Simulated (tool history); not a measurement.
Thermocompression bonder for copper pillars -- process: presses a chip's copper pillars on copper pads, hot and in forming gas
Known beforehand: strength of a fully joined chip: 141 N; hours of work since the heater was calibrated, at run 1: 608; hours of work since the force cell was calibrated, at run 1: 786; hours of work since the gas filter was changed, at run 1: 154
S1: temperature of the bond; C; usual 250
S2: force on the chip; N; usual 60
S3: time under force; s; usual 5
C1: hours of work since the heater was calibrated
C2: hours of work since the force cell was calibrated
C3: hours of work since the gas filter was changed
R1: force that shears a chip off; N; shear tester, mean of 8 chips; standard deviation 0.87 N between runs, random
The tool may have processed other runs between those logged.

Run 1, hour 0: usual settings; C1 608; C2 786; C3 154. Result: R1 69.4 N.
At hour 28.2: forming gas filter changed.
Run 2, hour 54: usual settings; C1 633; C2 812; C3 12. Result: R1 71.6 N.
Run 3, hour 93.9: usual settings; C1 652; C2 831; C3 31. Result: R1 69.9 N.
Run 4, hour 127.6: usual settings; C1 668; C2 847; C3 47. Result: R1 72.4 N.
Run 5, hour 182.4: usual settings; C1 694; C2 873; C3 73. Result: R1 69.5 N.
Run 6, hour 212.7: usual settings; C1 709; C2 887; C3 88. Result: R1 69.4 N.
Run 7, hour 261.4: usual settings but S3 4 s; C1 732; C2 910; C3 111. Result: R1 65.3 N.
Run 8, hour 300.8: usual settings but S3 4 s; C1 751; C2 929; C3 130. Result: R1 63.4 N.
Run 9, hour 349: usual settings but S3 4 s; C1 774; C2 952; C3 153. Result: R1 65.6 N.
At hour 381.4: forming gas filter changed.
Run 10, hour 406.4: usual settings but S3 4 s; C1 801; C2 979; C3 12. Result: R1 65.5 N.
Run 11, hour 432.7: usual settings but S1 225 C, S2 90 N, S3 9 s; C1 813; C2 992; C3 24. Result: R1 82.5 N.
Run 12, hour 492.7: usual settings but S1 225 C, S2 90 N, S3 9 s; C1 842; C2 1020; C3 53. Result: R1 82.2 N.
Run 13, hour 537.1: usual settings but S1 225 C, S2 90 N, S3 9 s; C1 863; C2 1041; C3 74. Result: R1 83.1 N.
Run 14, hour 568.6: usual settings but S1 230 C, S2 39 N; C1 878; C2 1056; C3 89. Result: R1 43.2 N.
Run 15, hour 617.2: usual settings but S1 230 C, S2 84 N, S3 9 s; C1 901; C2 1079; C3 112. Result: R1 84.3 N.
Run 16, hour 671.7: usual settings; C1 927; C2 1105; C3 138. Result: R1 69.3 N.
Run 17, hour 708.9: usual settings; C1 945; C2 1123; C3 156. Result: R1 70.5 N.
At hour 735.6: forming gas filter changed.
Run 18, hour 742.2: usual settings but S1 253 C, S2 85 N, S3 9 s; C1 960; C2 1138; C3 3. Result: R1 101.8 N.
Run 19, hour 795.6: usual settings but S1 263 C, S3 10 s; C1 986; C2 1164; C3 29. Result: R1 96.8 N.
At hour 847.9: heater calibrated with a thermocouple chip.
Run 20, hour 857.2: usual settings but S1 263 C, S3 10 s; C1 4; C2 1192; C3 57. Result: R1 96.3 N.

Forecast each of these 4 alternatives for the next run:
Run A, hour 897.6: usual settings but S1 231 C, S2 67 N, S3 11 s; C1 24; C2 1211; C3 76. Result: R1 ?.
Run B, hour 897.6: usual settings but S1 270 C, S2 63 N, S3 10 s; C1 24; C2 1211; C3 76. Result: R1 ?.
Run C, hour 897.6: usual settings but S2 66 N; C1 24; C2 1211; C3 76. Result: R1 ?.
Run D, hour 897.6: usual settings but S1 274 C, S2 76 N; C1 24; C2 1211; C3 76. Result: R1 ?.

run     R1
  A   82.2
  B  104.9
  C   74.6
  D     96
Had the tool no hidden state, the same runs would have come out as:
run     R1
  A   82.3
  B  105.1
  C   74.7
  D   96.1
